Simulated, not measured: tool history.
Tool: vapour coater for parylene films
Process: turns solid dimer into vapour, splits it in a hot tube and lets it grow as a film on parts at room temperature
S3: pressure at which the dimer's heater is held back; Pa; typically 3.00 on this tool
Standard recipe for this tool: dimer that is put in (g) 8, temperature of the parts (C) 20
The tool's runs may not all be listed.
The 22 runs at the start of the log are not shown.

Run 23, hour 1223.0: usual settings but temperature of the parts (C) 18, S3 10.24 Pa. Result: thickness of the film (um) 2.208.
Run 24, hour 1298.4: usual settings but temperature of the parts (C) 28, S3 8.87 Pa. Result: thickness of the film (um) 1.682.
At hour 1344.8: table's thermometer calibrated.
Run 25, hour 1373.5: usual settings but temperature of the parts (C) 15, S3 11.32 Pa. Result: thickness of the film (um) 2.356.
Run 26, hour 1425.6: usual settings but temperature of the parts (C) 15, S3 11.32 Pa. Result: thickness of the film (um) 2.331.
Run 27, hour 1460.2: usual settings but temperature of the parts (C) 15, S3 11.32 Pa. Result: thickness of the film (um) 2.340.
Run 28, hour 1530.6: usual settings but dimer that is put in (g) 14, temperature of the parts (C) 32, S3 7.94 Pa. Result: thickness of the film (um) 2.598.
Run 29, hour 1597.1: usual settings but dimer that is put in (g) 14, temperature of the parts (C) 32, S3 7.94 Pa. Result: thickness of the film (um) 2.593.
Run 30, hour 1658.1: usual settings but dimer that is put in (g) 10, temperature of the parts (C) 14, S3 7.94 Pa. Result: thickness of the film (um) 3.022.
Run 31, hour 1730.9: usual settings but dimer that is put in (g) 10, temperature of the parts (C) 14, S3 7.94 Pa. Result: thickness of the film (um) 3.011.
Run 32, hour 1794.2: usual settings but dimer that is put in (g) 10, temperature of the parts (C) 14, S3 7.94 Pa. Result: thickness of the film (um) 2.997.
At hour 1856.2: trap's valve overhauled.
Run 33, hour 1868.2: usual settings but dimer that is put in (g) 10, temperature of the parts (C) 14, S3 7.94 Pa. Result: thickness of the film (um) 3.174.
Run 34, hour 1937.0: usual settings but dimer that is put in (g) 10, temperature of the parts (C) 14, S3 7.94 Pa. Result: thickness of the film (um) 3.176.
Run 35, hour 2002.3: usual settings but temperature of the parts (C) 28, S3 10.62 Pa. Result: thickness of the film (um) 1.676.
Run 36, hour 2044.1: usual settings but temperature of the parts (C) 28, S3 10.62 Pa. Result: thickness of the film (um) 1.672.
Run 37, hour 2117.1: usual settings but dimer that is put in (g) 5, temperature of the parts (C) 28, S3 10.62 Pa. Result: thickness of the film (um) 1.044.
Run 38, hour 2151.8: usual settings but dimer that is put in (g) 4, temperature of the parts (C) 28, S3 5.60 Pa. Result: thickness of the film (um) 0.863.
Run 39, hour 2225.3: usual settings but dimer that is put in (g) 6, temperature of the parts (C) 12, S3 10.42 Pa. Result: thickness of the film (um) 1.939.
Run 40, hour 2293.9: usual settings but dimer that is put in (g) 6, temperature of the parts (C) 12, S3 10.42 Pa. Result: thickness of the film (um) 1.931.
Run 41, hour 2340.2: usual settings but dimer that is put in (g) 6, temperature of the parts (C) 12, S3 10.42 Pa. Result: thickness of the film (um) 1.940.

5 ways to go on from here, each from the tool as it stands after run 41. What would each give?
Run A, hour 2404.8: usual settings but dimer that is put in (g) 6, temperature of the parts (C) 12, S3 8.18 Pa. Result: thickness of the film (um) ?.
Run B, hour 2404.8: usual settings but dimer that is put in (g) 13, temperature of the parts (C) 31, S3 6.14 Pa. Result: thickness of the film (um) ?.
Run C, hour 2404.8: usual settings but dimer that is put in (g) 6, temperature of the parts (C) 12, S3 5.78 Pa. Result: thickness of the film (um) ?.
Run D, hour 2404.8: usual settings but S3 8.40 Pa. Result: thickness of the film (um) ?.
Run E, hour 2404.8: usual settings but temperature of the parts (C) 28, S3 3.77 Pa. Result: thickness of the film (um) ?.

run  thickness of the film (um)
  A                       1.950
  B                       2.536
  C                       1.968
  D                       2.088
  E                       1.745
Had the tool no hidden state, the same runs would have come out as:
run  thickness of the film (um)
  A                       1.998
  B                       2.598
  C                       2.017
  D                       2.140
  E                       1.789
